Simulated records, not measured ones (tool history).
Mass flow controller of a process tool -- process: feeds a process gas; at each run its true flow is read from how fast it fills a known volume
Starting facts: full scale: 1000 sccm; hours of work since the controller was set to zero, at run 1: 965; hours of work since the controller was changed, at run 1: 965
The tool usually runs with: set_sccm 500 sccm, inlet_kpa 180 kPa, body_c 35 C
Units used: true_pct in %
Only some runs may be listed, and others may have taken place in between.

run	day	set_sccm	inlet_kpa	body_c	hours of work since the controller was set to zero	hours of work since the controller was changed	true_pct
1	0	500	180	35	965	965	98.69
2	2.038	132	180	35	999	999	96.1
3	5.312	500	180	35	1052	1052	98.58
4	7.292	500	180	35	1085	1085	98.47
5	9.071	500	180	35	1114	1114	98.5
6	12.225	500	180	35	1166	1166	98.49
7	16.354	500	180	35	1234	1234	98.32
8	19.746	500	180	35	1289	1289	98.31
9	23.358	500	180	35	1349	1349	98.27
10	25.592	500	180	35	1385	1385	98.31
11	28.933	500	258	35	1440	1440	98.8
12	32.5	500	258	35	1499	1499	98.68
13	36.354	500	180	21	1562	1562	97.6
14	38.379	500	180	21	1595	1595	97.53
15	40.738	500	180	21	1634	1634	97.54
16	44.617	500	180	21	1698	1698	97.38
17	47.458	500	180	21	1745	1745	97.36
18	51.321	500	180	21	1808	1808	97.21
19	54.15	139	180	35	1855	1855	94.3
20	58.046	500	212	35	1918	1918	97.99
21	59.904	500	212	35	1949	1949	98.11
22	63.162	500	212	35	2003	2003	97.93
23	67.312	500	212	25	2071	2071	97.43
24	71.267	280	248	37	2136	2136	96.85
25	75.396	280	248	37	2203	2203	96.58
26	77.412	722	248	28	2237	2237	98.62
27	79.275	722	248	28	2267	2267	98.53
28	82.479	276	180	39	2320	2320	96.04
29	86.083	195	180	35	2379	2379	94.66
30	88.862	195	180	35	2425	2425	94.63
31	91.583	500	265	27	2469	2469	97.59
32	95.029	500	254	27	2526	2526	97.49
33	96.833	500	254	27	2556	2556	97.4
34	100.8	390	226	22	2621	2621	96.34
35	104.338	390	226	22	2679	2679	96.23
36	106.788	390	226	22	2719	2719	96.3
37	109.567	390	226	22	2765	2765	96.33
38	111.496	132	226	36	2796	2796	92.1
39	115.583	132	226	36	2864	2864	91.89
40	118.275	908	167	34	2908	2908	98.35
41	121.5	166	180	26	2961	2961	92.41
42	125.054	218	220	35	3019	3019	94.28
43	126.975	329	180	35	3051	3051	95.51
44	129.1	142	180	35	3086	3086	91.51
45	130.979	372	180	21	3116	3116	95.46

Each row is a separate what-if for the run after 45, all from the same tool condition, not one after another. Results?
A	134.679	146	203	26	3177	3177	?
B	134.679	114	243	31	3177	3177	?
C	134.679	372	259	21	3177	3177	?
D	134.679	303	154	26	3177	3177	?
E	134.679	716	180	20	3177	3177	?

run	true_pct
A	91.29
B	89.86
C	95.78
D	94.71
E	97.15
Stripped of hidden state, with their random variation kept, the same runs would have yielded:
run	true_pct
A	98.61
B	99.02
C	99.11
D	98.62
E	99.24
